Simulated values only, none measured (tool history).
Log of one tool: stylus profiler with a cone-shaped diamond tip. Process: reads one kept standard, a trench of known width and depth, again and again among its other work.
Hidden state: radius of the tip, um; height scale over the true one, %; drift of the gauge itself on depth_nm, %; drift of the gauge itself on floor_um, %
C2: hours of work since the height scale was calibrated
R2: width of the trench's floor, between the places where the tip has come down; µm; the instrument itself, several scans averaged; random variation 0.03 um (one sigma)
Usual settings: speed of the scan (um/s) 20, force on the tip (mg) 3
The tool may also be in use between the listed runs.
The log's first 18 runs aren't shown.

run 19 hour=1569.9 | speed_of_the_scan_(um/s)=47 force_on_the_tip_(mg)=7.75 | scans_with_this_tip=19817 C2=447 | depth_of_the_trench_(nm)=103.54 R2=46.43
run 20 hour=1667.6 | speed_of_the_scan_(um/s)=47 force_on_the_tip_(mg)=7.75 | scans_with_this_tip=20190 C2=523 | depth_of_the_trench_(nm)=103.44 R2=46.41
run 21 hour=1785 | speed_of_the_scan_(um/s)=18 force_on_the_tip_(mg)=7.49 | scans_with_this_tip=20638 C2=616 | depth_of_the_trench_(nm)=103.39 R2=46.51
-- hour=1850.7 new tip fitted, height scale calibrated
run 22 hour=1854.6 | speed_of_the_scan_(um/s)=12 force_on_the_tip_(mg)=3 | scans_with_this_tip=15 C2=3 | depth_of_the_trench_(nm)=101.88 R2=47.93
run 23 hour=1907.6 | speed_of_the_scan_(um/s)=20 force_on_the_tip_(mg)=2.07 | scans_with_this_tip=217 C2=45 | depth_of_the_trench_(nm)=101.58 R2=47.85
run 24 hour=1967.7 | speed_of_the_scan_(um/s)=58 force_on_the_tip_(mg)=5.87 | scans_with_this_tip=446 C2=92 | depth_of_the_trench_(nm)=103.02 R2=47.7
run 25 hour=2067.9 | speed_of_the_scan_(um/s)=30 force_on_the_tip_(mg)=1.21 | scans_with_this_tip=829 C2=171 | depth_of_the_trench_(nm)=101.03 R2=47.66
run 26 hour=2159.4 | speed_of_the_scan_(um/s)=30 force_on_the_tip_(mg)=1.21 | scans_with_this_tip=1178 C2=243 | depth_of_the_trench_(nm)=101.02 R2=47.58
run 27 hour=2215.9 | speed_of_the_scan_(um/s)=36 force_on_the_tip_(mg)=6.77 | scans_with_this_tip=1393 C2=288 | depth_of_the_trench_(nm)=103.25 R2=47.77
run 28 hour=2289.2 | speed_of_the_scan_(um/s)=36 force_on_the_tip_(mg)=6.77 | scans_with_this_tip=1673 C2=345 | depth_of_the_trench_(nm)=103.18 R2=47.68
run 29 hour=2371.5 | speed_of_the_scan_(um/s)=29 force_on_the_tip_(mg)=1.88 | scans_with_this_tip=1987 C2=410 | depth_of_the_trench_(nm)=101.24 R2=47.55
run 30 hour=2474.1 | speed_of_the_scan_(um/s)=19 force_on_the_tip_(mg)=4.75 | scans_with_this_tip=2378 C2=491 | depth_of_the_trench_(nm)=102.44 R2=47.71
run 31 hour=2594.5 | speed_of_the_scan_(um/s)=68 force_on_the_tip_(mg)=1.26 | scans_with_this_tip=2838 C2=586 | depth_of_the_trench_(nm)=100.82 R2=47.15
run 32 hour=2662 | speed_of_the_scan_(um/s)=61 force_on_the_tip_(mg)=6.03 | scans_with_this_tip=3095 C2=639 | depth_of_the_trench_(nm)=102.93 R2=47.52
run 33 hour=2742.2 | speed_of_the_scan_(um/s)=61 force_on_the_tip_(mg)=6.03 | scans_with_this_tip=3401 C2=702 | depth_of_the_trench_(nm)=102.9 R2=47.36
run 34 hour=2830.4 | speed_of_the_scan_(um/s)=61 force_on_the_tip_(mg)=6.03 | scans_with_this_tip=3738 C2=771 | depth_of_the_trench_(nm)=102.84 R2=47.42
run 35 hour=2934.4 | speed_of_the_scan_(um/s)=44 force_on_the_tip_(mg)=7.41 | scans_with_this_tip=4135 C2=853 | depth_of_the_trench_(nm)=103.28 R2=47.54

4 ways to go on from here, each from the tool as it stands after run 35. What would each give?
run A hour=3010.5 | speed_of_the_scan_(um/s)=37 force_on_the_tip_(mg)=1.42 | scans_with_this_tip=4425 C2=913 | depth_of_the_trench_(nm)=? R2=?
run B hour=3010.5 | speed_of_the_scan_(um/s)=5 force_on_the_tip_(mg)=8.46 | scans_with_this_tip=4425 C2=913 | depth_of_the_trench_(nm)=? R2=?
run C hour=3010.5 | speed_of_the_scan_(um/s)=62 force_on_the_tip_(mg)=1.41 | scans_with_this_tip=4425 C2=913 | depth_of_the_trench_(nm)=? R2=?
run D hour=3010.5 | speed_of_the_scan_(um/s)=29 force_on_the_tip_(mg)=8.69 | scans_with_this_tip=4425 C2=913 | depth_of_the_trench_(nm)=? R2=?

run=A depth_of_the_trench_(nm)=100.94 R2=47.31
run=B depth_of_the_trench_(nm)=103.55 R2=47.56
run=C depth_of_the_trench_(nm)=100.9 R2=47.15
run=D depth_of_the_trench_(nm)=103.69 R2=47.56
Without the tool's hidden state the same runs would have given:
run=A depth_of_the_trench_(nm)=101.2 R2=47.69
run=B depth_of_the_trench_(nm)=103.82 R2=47.94
run=C depth_of_the_trench_(nm)=101.16 R2=47.52
run=D depth_of_the_trench_(nm)=103.96 R2=47.93
